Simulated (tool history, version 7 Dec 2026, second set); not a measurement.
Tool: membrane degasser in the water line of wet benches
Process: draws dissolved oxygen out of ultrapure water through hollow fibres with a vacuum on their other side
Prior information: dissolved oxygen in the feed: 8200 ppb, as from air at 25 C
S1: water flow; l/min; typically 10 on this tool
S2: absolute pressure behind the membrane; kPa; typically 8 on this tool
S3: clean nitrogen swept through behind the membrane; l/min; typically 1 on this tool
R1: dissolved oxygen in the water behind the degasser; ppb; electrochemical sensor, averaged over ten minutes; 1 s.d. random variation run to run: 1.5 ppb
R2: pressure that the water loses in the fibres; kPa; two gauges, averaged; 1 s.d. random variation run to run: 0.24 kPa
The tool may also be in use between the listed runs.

run    hour  S1    S2    S3     R1     R2
  1       0  10     8     1    162   61.7
  2   278.9  10     8  1.41  129.5  61.71
  3   555.1   8     8     1  116.5  49.92
  4   777.1  10     8  0.48  270.8  62.22
  5  1061.2  10     8  1.86  112.1   62.3
  6    1237  10  7.63     1  154.3  61.95
  7  1486.9  10  7.63     1  155.2  62.29
  8    1656  10  6.52     1  130.1  62.59
  9  1895.6  10  6.52     1  129.4  62.25
 10  2175.1   8     8     1  122.3  50.04
 11  2421.8   8     8     1  120.1  49.86
 12  2623.9   8     8     1  120.9  50.11
     2706.9  -- vacuum gauge calibrated
 13  2879.2   8     8     1  115.1  50.73
 14  3053.8   8     8     1  118.5  49.84
 15    3325   8     8     1    118  50.34
 16  3575.2   8     8     1  116.7  50.02
 17  3846.9   8     8     1  118.5  50.78

For run 18, what comes out?
 18  4029.1   9  5.1  0.98   ?   ?

Run 18 gave R1 79 ppb, R2 56.32 kPa.
Were there no unlogged condition in the tool, this run, its random variation unchanged, would have produced R1 73.9 ppb, R2 55.37 kPa.
